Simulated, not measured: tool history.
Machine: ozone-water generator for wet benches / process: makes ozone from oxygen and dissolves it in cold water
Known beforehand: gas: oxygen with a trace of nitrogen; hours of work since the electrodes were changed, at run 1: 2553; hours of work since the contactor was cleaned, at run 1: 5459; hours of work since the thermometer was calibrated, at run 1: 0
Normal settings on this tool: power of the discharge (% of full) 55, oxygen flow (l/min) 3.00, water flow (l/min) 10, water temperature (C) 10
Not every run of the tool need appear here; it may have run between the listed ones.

run	hour	power of the discharge (% of full)	oxygen flow (l/min)	water flow (l/min)	water temperature (C)	hours of work since the electrodes were changed	hours of work since the contactor was cleaned	hours of work since the thermometer was calibrated	dissolved ozone (ppm)	ozone in the gas ahead of the water (g/m3)
1	0.0	55	3.00	10	10	2553	5459	0	18.0	129.7
2	71.4	55	3.00	10	10	2617	5523	65	17.9	129.6
3	136.0	55	3.00	10	10	2676	5582	123	17.8	130.0
4	194.1	55	3.00	10	10	2728	5634	175	17.9	129.1
5	321.3	55	4.25	10	10	2843	5749	290	18.7	113.5
6	384.9	55	4.25	10	10	2901	5807	348	18.7	113.0
7	479.3	55	3.00	10	10	2986	5892	433	17.7	129.4
8	587.6	55	3.00	10	10	3084	5990	531	17.6	128.3
9	649.0	51	3.00	10	10	3140	6046	587	16.8	120.8
10	709.5	51	3.00	10	10	3194	6100	641	16.9	121.2
11	797.2	51	3.00	10	10	3274	6180	721	16.6	121.3
12	905.5	51	3.00	10	10	3371	6277	819	16.5	121.0
13	997.4	51	3.00	10	10	3455	6361	902	16.8	121.4
14	1061.6	51	3.00	10	10	3513	6419	960	16.6	120.9
15	1173.3	55	3.00	10	6	3614	6520	1061	18.2	125.9
16	1229.2	55	3.00	10	6	3664	6570	1111	18.3	124.9
17	1324.3	61	3.00	14	10	3750	6656	1197	14.2	135.7
18	1425.1	61	3.00	14	10	3841	6747	1288	14.0	134.3
# hour 1432.8: water thermometer calibrated
19	1502.7	61	3.00	6	10	3911	6817	63	25.5	133.6
20	1554.0	55	1.58	7	15	3957	6863	110	18.3	161.1
# hour 1632.6: water thermometer calibrated, once more
21	1643.1	55	5.28	16	9	4037	6943	9	13.4	100.7
22	1718.5	55	5.28	16	9	4106	7012	78	13.6	101.0
23	1826.8	65	4.35	10	10	4203	7109	176	20.1	120.4
24	1940.0	65	4.35	10	10	4306	7212	278	19.7	120.7
25	2025.4	65	4.35	14	6	4383	7289	355	16.4	120.7
26	2105.6	65	4.35	14	6	4456	7362	428	16.3	119.4
27	2169.8	53	3.58	11	6	4514	7420	486	16.7	115.0
28	2295.3	53	1.80	12	13	4627	7533	599	11.9	146.5
29	2347.8	53	1.80	12	13	4675	7581	647	11.9	146.8
30	2428.9	53	1.80	12	13	4748	7654	720	11.8	149.2
31	2550.2	66	1.80	10	13	4858	7764	830	15.9	167.7

How the hidden state differs across the entries between the runs, from the last listed run before each to the first after it:
After run 18, before run 19: water thermometer calibrated (hour 1432.8)
  yield of the discharge, % of new electrodes': 91.1 -> 91; contactor's efficiency, % of a clean one's: 83.1 -> 83; true water temperature over the reading, C: 0.17 -> 0.29
  measured value less the no-hidden-state value, dissolved ozone (ppm): -2.6 -> -4.1; ozone in the gas ahead of the water (g/m3): -11.8 -> -12.1
After run 20, before run 21: water thermometer calibrated, once more (hour 1632.6)
  yield of the discharge, % of new electrodes': 90.9 -> 90.7; contactor's efficiency, % of a clean one's: 82.8 -> 82.6; true water temperature over the reading, C: 0.3 -> 0.02
  measured value less the no-hidden-state value, dissolved ozone (ppm): -2.9 -> -2.5; ozone in the gas ahead of the water (g/m3): -13.4 -> -8.6

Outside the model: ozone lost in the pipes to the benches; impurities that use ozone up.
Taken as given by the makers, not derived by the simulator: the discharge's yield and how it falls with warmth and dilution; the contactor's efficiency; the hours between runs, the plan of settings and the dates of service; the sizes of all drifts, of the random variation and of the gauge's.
